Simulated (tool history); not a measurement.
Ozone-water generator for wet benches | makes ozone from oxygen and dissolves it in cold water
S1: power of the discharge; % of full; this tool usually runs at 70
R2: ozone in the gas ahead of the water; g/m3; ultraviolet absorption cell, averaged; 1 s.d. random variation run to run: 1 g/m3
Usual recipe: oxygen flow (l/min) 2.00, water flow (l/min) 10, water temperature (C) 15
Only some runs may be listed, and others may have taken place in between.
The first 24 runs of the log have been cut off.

Run 25, hour 584.3: usual settings but S1 71 % of full, oxygen flow (l/min) 2.62, water flow (l/min) 7, water temperature (C) 18. Result: dissolved ozone (ppm) 21.6, R2 155.2 g/m3.
Run 26, hour 608.0: usual settings but S1 82 % of full, oxygen flow (l/min) 2.62, water flow (l/min) 7, water temperature (C) 20. Result: dissolved ozone (ppm) 23.8, R2 175.2 g/m3.
Run 27, hour 640.1: usual settings but S1 75 % of full, oxygen flow (l/min) 3.25, water flow (l/min) 7, water temperature (C) 22. Result: dissolved ozone (ppm) 20.0, R2 142.6 g/m3.
Run 28, hour 663.1: usual settings but S1 75 % of full, oxygen flow (l/min) 3.25, water flow (l/min) 7, water temperature (C) 22. Result: dissolved ozone (ppm) 19.6, R2 142.3 g/m3.
Run 29, hour 697.1: usual settings but oxygen flow (l/min) 2.35, water temperature (C) 18. Result: dissolved ozone (ppm) 16.8, R2 163.1 g/m3.
Run 30, hour 728.0: usual settings but oxygen flow (l/min) 2.35, water temperature (C) 18. Result: dissolved ozone (ppm) 16.5, R2 164.7 g/m3.
Run 31, hour 760.3: usual settings but oxygen flow (l/min) 2.35, water temperature (C) 18. Result: dissolved ozone (ppm) 16.4, R2 163.4 g/m3.
Run 32, hour 783.9: usual settings but water temperature (C) 12. Result: dissolved ozone (ppm) 17.9, R2 181.0 g/m3.

For run 33, what comes out?
Run 33, hour 798.4: usual settings but S1 43 % of full, water flow (l/min) 7. Result: dissolved ozone (ppm) ?, R2 ?.

Run 33 came out at dissolved ozone (ppm) 14.6, R2 116.7 g/m3.
Minus the tool's unlogged condition, the same run would have read dissolved ozone (ppm) 14.6, R2 116.7 g/m3.
